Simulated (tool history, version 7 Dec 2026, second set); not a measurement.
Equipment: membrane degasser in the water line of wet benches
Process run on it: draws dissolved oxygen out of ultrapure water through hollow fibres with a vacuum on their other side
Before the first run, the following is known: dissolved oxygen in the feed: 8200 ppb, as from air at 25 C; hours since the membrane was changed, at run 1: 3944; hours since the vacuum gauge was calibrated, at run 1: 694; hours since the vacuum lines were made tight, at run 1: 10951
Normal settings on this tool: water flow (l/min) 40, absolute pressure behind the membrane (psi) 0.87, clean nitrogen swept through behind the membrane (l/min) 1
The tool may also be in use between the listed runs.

run    hour  water flow (l/min)  absolute pressure behind the membrane (psi)  clean nitrogen swept through behind the membrane (l/min)  hours since the membrane was changed  hours since the vacuum gauge was calibrated  hours since the vacuum lines were made tight  dissolved oxygen in the water behind the degasser (ppb)  pressure that the water loses in the fibres (psi)
  1       0                  40                                         0.87                                                         1                                  3944                                          694                                         10951                                                    239.1                                              8.006
  2    84.7                  40                                         0.87                                                         1                                  4028                                          778                                         11036                                                    238.3                                              8.038
  3     138                  40                                        1.814                                                         1                                  4082                                          832                                         11089                                                    703.3                                                8.1
  4   249.4                  40                                        2.165                                                         1                                  4193                                          943                                         11200                                                    873.7                                              8.015
  5     303                  40                                        2.165                                                         1                                  4247                                          997                                         11254                                                    877.1                                              8.068
  6   405.1                  40                                         0.87                                                         1                                  4349                                         1099                                         11356                                                    238.5                                              8.018
  7   508.9                  40                                         0.87                                                         1                                  4453                                         1202                                         11460                                                      236                                                  8
  8   583.9                  40                                         0.87                                                         1                                  4528                                         1277                                         11535                                                    234.4                                              7.931
  9   700.8                  40                                        1.829                                                         1                                  4645                                         1394                                         11652                                                      714                                              7.936
 10   795.3                  40                                        1.829                                                         1                                  4739                                         1489                                         11746                                                    714.1                                              7.907
 11   926.4                  40                                        1.829                                                         1                                  4870                                         1620                                         11877                                                    715.9                                               7.88
 12   987.9                  40                                        1.829                                                         1                                  4932                                         1681                                         11939                                                    718.8                                              7.877
 13  1106.4                  40                                        1.829                                                         1                                  5050                                         1800                                         12057                                                    722.3                                              7.874
     1167.9  -- gauge calibrated
 14  1180.3                  28                                        1.472                                                       0.7                                  5124                                         1874                                         12131                                                    536.2                                              5.629
 15    1279                  28                                        1.105                                                      2.48                                  5223                                         1973                                         12230                                                    121.2                                              5.643
 16  1365.1                  57                                        0.783                                                      2.48                                  5309                                         2059                                         12316                                                    144.4                                             11.484
 17  1431.9                  57                                         0.87                                                         1                                  5376                                         2125                                         12383                                                    320.3                                             11.404
 18  1499.9                  28                                        0.954                                                      2.08                                  5444                                         2193                                         12451                                                    110.6                                              5.654
 19  1595.2                  28                                        0.954                                                      2.08                                  5539                                         2289                                         12546                                                    111.8                                              5.549
 20  1690.5                  28                                        0.954                                                      2.08                                  5634                                         2384                                         12641                                                    110.2                                              5.622
 21  1810.3                  28                                        0.954                                                      0.57                                  5754                                         2504                                         12761                                                    313.9                                              5.562
 22    1927                  28                                        0.954                                                      0.57                                  5871                                         2621                                         12878                                                    316.6                                              5.493
 23  2022.2                  24                                        0.954                                                      0.57                                  5966                                         2716                                         12973                                                    280.3                                               4.77
 24    2079                  61                                        0.621                                                         1                                  6023                                         2773                                         13030                                                    154.1                                             12.058
 25  2196.7                  50                                        1.611                                                      1.18                                  6140                                         2890                                         13148                                                    647.4                                              9.908

Forecast each of these 4 alternatives for the next run:
  A  2251.5                  41                                        0.654                                                      1.18                                  6195                                         2945                                         13202                                                        ?                                                  ?
  B  2251.5                  40                                        0.763                                                         1                                  6195                                         2945                                         13202                                                        ?                                                  ?
  C  2251.5                  46                                        0.656                                                      0.93                                  6195                                         2945                                         13202                                                        ?                                                  ?
  D  2251.5                  59                                        0.531                                                      0.89                                  6195                                         2945                                         13202                                                        ?                                                  ?

run  dissolved oxygen in the water behind the degasser (ppb)  pressure that the water loses in the fibres (psi)
  A                                                    110.3                                               8.05
  B                                                    179.5                                              7.902
  C                                                    148.1                                              9.052
  D                                                     91.8                                             11.622
Had the tool no hidden state, the same runs would have come out as:
run  dissolved oxygen in the water behind the degasser (ppb)  pressure that the water loses in the fibres (psi)
  A                                                    110.2                                              8.234
  B                                                    179.4                                              8.082
  C                                                      148                                              9.258
  D                                                     91.6                                             11.886
